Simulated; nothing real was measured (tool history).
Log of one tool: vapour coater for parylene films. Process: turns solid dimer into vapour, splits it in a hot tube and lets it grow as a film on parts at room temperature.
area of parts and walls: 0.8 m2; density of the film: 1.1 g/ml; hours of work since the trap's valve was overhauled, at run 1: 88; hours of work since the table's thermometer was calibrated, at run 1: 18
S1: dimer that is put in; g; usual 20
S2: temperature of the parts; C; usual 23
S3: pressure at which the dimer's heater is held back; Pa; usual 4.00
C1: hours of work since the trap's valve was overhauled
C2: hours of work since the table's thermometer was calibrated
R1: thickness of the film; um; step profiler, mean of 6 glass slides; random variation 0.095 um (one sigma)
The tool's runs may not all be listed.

| run | day | S1 | S2 | S3 | C1 | C2 | R1 |
|---|---|---|---|---|---|---|---|
| 1 | 0.000 | 20 | 23 | 4.00 | 88 | 18 | 11.65 |
| 2 | 0.479 | 20 | 23 | 6.98 | 95 | 25 | 10.67 |
| 3 | 1.396 | 20 | 23 | 9.84 | 108 | 38 | 10.24 |
| 4 | 2.317 | 20 | 23 | 4.00 | 121 | 51 | 11.64 |
| 5 | 2.725 | 20 | 23 | 10.35 | 126 | 57 | 10.07 |
| 6 | 3.396 | 20 | 23 | 10.35 | 136 | 66 | 10.07 |
| 7 | 3.896 | 20 | 16 | 10.35 | 143 | 73 | 13.08 |
| 8 | 4.758 | 20 | 16 | 10.35 | 155 | 85 | 13.12 |
| 9 | 5.579 | 20 | 16 | 10.35 | 167 | 97 | 13.08 |
| 10 | 6.350 | 20 | 16 | 10.35 | 178 | 108 | 12.99 |
| 11 | 7.012 | 20 | 16 | 10.35 | 187 | 117 | 13.40 |
| 12 | 7.721 | 26 | 15 | 5.69 | 197 | 127 | 19.44 |

4 ways to go on from here, each from the tool as it stands after run 12. What would each give?
| A | 8.458 | 20 | 28 | 4.00 | 208 | 138 | ? |
| B | 8.458 | 20 | 30 | 2.81 | 208 | 138 | ? |
| C | 8.458 | 20 | 25 | 6.22 | 208 | 138 | ? |
| D | 8.458 | 28 | 23 | 5.15 | 208 | 138 | ? |

| run | R1 |
|---|---|
| A | 9.54 |
| B | 9.30 |
| C | 10.14 |
| D | 15.64 |
Without the tool's hidden state the same runs would have given:
| run | R1 |
|---|---|
| A | 9.56 |
| B | 9.32 |
| C | 10.17 |
| D | 15.68 |
